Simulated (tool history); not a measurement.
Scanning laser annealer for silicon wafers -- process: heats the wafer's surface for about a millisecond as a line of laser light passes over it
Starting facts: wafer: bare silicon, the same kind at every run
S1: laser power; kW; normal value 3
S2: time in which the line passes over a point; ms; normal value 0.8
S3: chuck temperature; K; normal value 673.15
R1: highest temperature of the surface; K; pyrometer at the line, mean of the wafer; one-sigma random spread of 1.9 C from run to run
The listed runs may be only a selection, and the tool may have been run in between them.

run   hour     S1     S2      S3       R1
  1      0      3    0.8  673.15  1361.15
  2   11.8      3  0.987  673.15  1436.15
  3   23.9      3    0.8  673.15  1361.15
  4     30      3  0.697  673.15  1315.15
  5   39.1      3  0.697  673.15  1316.15
  6   46.9      3  0.697  673.15  1314.15
  7   57.2      3  0.697  673.15  1313.15
      67.9  -- window over the wafer cleaned
  8   69.5      3  0.697  673.15  1338.15
  9   82.3      3  0.697  673.15  1342.15
 10     95      3  0.697  673.15  1335.15
 11  102.5      3  0.672  673.15  1327.15
 12    110      3  0.672  673.15  1326.15
 13  117.6      3  0.672  673.15  1325.15
 14  123.2      3    0.8  673.15  1386.15
 15  129.9  2.574    0.8  673.15  1263.15
 16  140.2  2.574    0.8  673.15  1264.15
 17  148.1      3    0.8  639.15  1351.15
 18  158.8      3    0.8  639.15  1350.15
 19  169.4      3    0.8  648.15  1359.15
 20  181.6      3    0.8  648.15  1356.15
 21  194.7      3    0.8  648.15  1356.15
 22  202.7  3.111    0.8  695.15  1434.15
 23    210  3.263    0.8  693.15  1478.15
 24  216.2      3  0.992  700.15  1488.15
 25  227.1      3  0.916  635.15  1394.15
 26  234.6  3.111  0.608  653.15  1300.15
 27  247.4  3.111  0.608  653.15  1299.15
 28  258.1  3.012  0.583  680.15  1287.15
 29  268.3      3  0.676  679.15  1328.15
 30  276.1      3  0.705  675.15  1334.15
 31  286.2      3  0.705  675.15  1336.15
 32  296.7  3.154   0.69  670.15  1366.15
 33  302.5  3.154   0.69  670.15  1370.15
 34  309.6  3.154   0.69  670.15  1369.15
 35    319      3  0.657  694.15  1332.15
 36  328.9      3  0.608  702.15  1315.15
 37  341.8  3.263  0.767  693.15  1458.15
 38  349.7      3    0.8  701.15  1403.15
 39  357.9      3    0.8  701.15  1403.15
 40  366.2      3    0.8  701.15  1403.15
 41  373.4      3  0.582  674.15  1271.15
 42  379.4  2.603  0.581  675.15  1179.15

Branching from run 42: 3 alternative next runs. What would each branch give?
  A  388.1  2.603  0.581  652.15   ?
  B  388.1  2.603  0.928  657.15   ?
  C  388.1      3    0.8  665.15   ?

run       R1
  A  1155.15
  B  1289.15
  C  1366.15
Stripped of hidden state, with their random variation kept, the same runs would have yielded:
run       R1
  A  1170.15
  B  1308.15
  C  1387.15
